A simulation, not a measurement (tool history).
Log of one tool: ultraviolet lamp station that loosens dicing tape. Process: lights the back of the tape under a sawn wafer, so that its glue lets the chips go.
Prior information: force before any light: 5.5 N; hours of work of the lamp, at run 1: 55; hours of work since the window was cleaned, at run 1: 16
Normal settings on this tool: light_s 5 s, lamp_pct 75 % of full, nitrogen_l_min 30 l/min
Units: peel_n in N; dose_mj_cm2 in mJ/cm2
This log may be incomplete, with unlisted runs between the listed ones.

run,day,light_s,lamp_pct,nitrogen_l_min,hours of work of the lamp,hours of work since the window was cleaned,peel_n,dose_mj_cm2
1,0,5,75,30,55,16,0.325,199
2,1.633,5,67,30,81,42,0.399,178
3,2.971,5,75,39,102,63,0.292,192
4,5.017,5,75,39,134,95,0.283,195
5,6.017,5,75,39,150,111,0.314,193
6,7.946,5,75,39,180,141,0.309,187
# day 8.15: window cleaned of glue's vapour
7,9.1,5,68,39,198,15,0.395,166
8,10.654,5,84,39,222,39,0.284,200
9,12.65,3,75,10,254,71,1.428,107
10,14.638,3,75,10,285,102,1.507,107
11,16.029,9,87,48,307,124,0.158,366
12,18.108,2,74,47,340,157,1.59,68
13,19.925,3,74,16,368,185,1.327,102
14,22.154,5,82,47,403,220,0.33,186
# day 22.929: window cleaned of glue's vapour, once more
15,23.921,3,69,55,431,16,0.873,99
16,24.917,5,96,15,446,31,0.339,235

Forecast each of these 3 alternatives for the next run:
A,26.846,5,92,21,476,62,?,?
B,26.846,7,99,43,476,62,?,?
C,26.846,5,93,15,476,62,?,?

run,peel_n,dose_mj_cm2
A,0.333,220
B,0.17,330
C,0.36,221
The same runs, with their run-to-run variation unchanged, on a tool lacking any hidden condition would have given:
run,peel_n,dose_mj_cm2
A,0.269,252
B,0.163,379
C,0.282,254

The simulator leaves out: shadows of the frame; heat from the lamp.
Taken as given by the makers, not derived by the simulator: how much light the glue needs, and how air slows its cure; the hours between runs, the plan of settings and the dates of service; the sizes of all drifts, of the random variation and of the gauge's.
